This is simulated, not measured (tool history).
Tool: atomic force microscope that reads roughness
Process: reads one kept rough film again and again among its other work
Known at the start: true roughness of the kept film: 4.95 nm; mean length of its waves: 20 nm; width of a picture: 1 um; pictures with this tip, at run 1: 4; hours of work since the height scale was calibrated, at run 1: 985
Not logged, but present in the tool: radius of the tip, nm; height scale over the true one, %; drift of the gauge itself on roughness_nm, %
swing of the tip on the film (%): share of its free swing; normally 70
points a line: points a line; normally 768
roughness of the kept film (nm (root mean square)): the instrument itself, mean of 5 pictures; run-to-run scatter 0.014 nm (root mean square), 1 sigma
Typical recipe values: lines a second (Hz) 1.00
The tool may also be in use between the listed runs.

| run | hour | lines a second (Hz) | swing of the tip on the film (%) | points a line | pictures with this tip | hours of work since the height scale was calibrated | roughness of the kept film (nm (root mean square)) |
|---|---|---|---|---|---|---|---|
| 1 | 0.0 | 1.00 | 70 | 768 | 4 | 985 | 3.455 |
| 2 | 56.5 | 1.20 | 70 | 768 | 74 | 1013 | 3.104 |
| 3 | 89.4 | 1.00 | 70 | 768 | 115 | 1030 | 2.967 |
| 4 | 127.6 | 0.52 | 70 | 768 | 163 | 1050 | 2.862 |
| 5 | 173.8 | 1.00 | 70 | 585 | 221 | 1073 | 2.618 |
|  | 241.4 | new tip fitted |
| 6 | 246.5 | 1.00 | 70 | 585 | 6 | 1110 | 3.398 |
| 7 | 306.7 | 1.00 | 70 | 768 | 81 | 1141 | 3.041 |
| 8 | 344.4 | 0.58 | 70 | 768 | 128 | 1160 | 2.912 |
| 9 | 415.8 | 0.58 | 70 | 768 | 217 | 1197 | 2.625 |
| 10 | 472.9 | 0.58 | 70 | 768 | 289 | 1226 | 2.462 |
|  | 480.3 | height scale calibrated on a step standard |
|  | 490.4 | new tip fitted |
| 11 | 521.5 | 0.77 | 70 | 768 | 38 | 21 | 3.380 |
| 12 | 551.9 | 0.77 | 70 | 768 | 76 | 36 | 3.187 |
| 13 | 604.8 | 0.77 | 70 | 768 | 142 | 63 | 2.905 |
| 14 | 671.8 | 0.77 | 70 | 768 | 225 | 98 | 2.640 |
| 15 | 707.1 | 0.77 | 70 | 768 | 270 | 116 | 2.523 |
|  | 738.1 | new tip fitted |
| 16 | 747.9 | 1.00 | 70 | 768 | 13 | 136 | 3.400 |
| 17 | 788.6 | 0.84 | 70 | 768 | 63 | 157 | 3.203 |
|  | 823.1 | height scale calibrated on a step standard, once more |
| 18 | 861.1 | 0.84 | 70 | 768 | 152 | 19 | 2.795 |
| 19 | 893.3 | 3.00 | 84 | 865 | 193 | 36 | 2.108 |
| 20 | 954.6 | 2.14 | 84 | 865 | 269 | 67 | 2.066 |
|  | 983.0 | new tip fitted |
| 21 | 1005.7 | 2.14 | 84 | 865 | 28 | 93 | 2.789 |
| 22 | 1050.4 | 0.85 | 57 | 268 | 84 | 116 | 3.079 |
| 23 | 1111.3 | 2.11 | 70 | 768 | 160 | 147 | 2.618 |
| 24 | 1161.1 | 0.92 | 76 | 284 | 222 | 173 | 2.436 |
| 25 | 1195.7 | 0.92 | 76 | 284 | 265 | 190 | 2.331 |
|  | 1227.9 | new tip fitted |
| 26 | 1264.4 | 3.36 | 76 | 284 | 46 | 225 | 2.615 |
| 27 | 1326.0 | 1.38 | 74 | 510 | 123 | 257 | 2.789 |
| 28 | 1371.3 | 1.38 | 74 | 510 | 179 | 280 | 2.609 |
| 29 | 1433.1 | 0.58 | 76 | 296 | 256 | 311 | 2.485 |
|  | 1472.5 | new tip fitted |
| 30 | 1505.4 | 0.58 | 61 | 296 | 40 | 348 | 3.280 |
| 31 | 1535.2 | 0.58 | 64 | 888 | 78 | 363 | 3.158 |
| 32 | 1604.5 | 2.39 | 68 | 768 | 164 | 399 | 2.601 |
| 33 | 1677.9 | 1.67 | 59 | 768 | 255 | 436 | 2.490 |
|  | 1720.5 | new tip fitted |
| 34 | 1735.4 | 1.67 | 59 | 768 | 18 | 465 | 3.333 |
| 35 | 1796.5 | 3.33 | 70 | 618 | 95 | 497 | 2.652 |
| 36 | 1843.7 | 1.00 | 70 | 354 | 153 | 521 | 2.723 |

Consider 3 possible next runs. They are alternatives, not a sequence: every one starts from the tool as it was left by run 36. What does each give?
| A | 1914.1 | 1.00 | 87 | 830 | 241 | 557 | ? |
| B | 1914.1 | 1.52 | 57 | 588 | 241 | 557 | ? |
| C | 1914.1 | 0.70 | 67 | 798 | 241 | 557 | ? |

| run | roughness of the kept film (nm (root mean square)) |
|---|---|
| A | 2.304 |
| B | 2.494 |
| C | 2.534 |
Take away the tool's hidden state, keep each run's random variation, and the runs would have read:
| run | roughness of the kept film (nm (root mean square)) |
|---|---|
| A | 3.243 |
| B | 3.512 |
| C | 3.562 |

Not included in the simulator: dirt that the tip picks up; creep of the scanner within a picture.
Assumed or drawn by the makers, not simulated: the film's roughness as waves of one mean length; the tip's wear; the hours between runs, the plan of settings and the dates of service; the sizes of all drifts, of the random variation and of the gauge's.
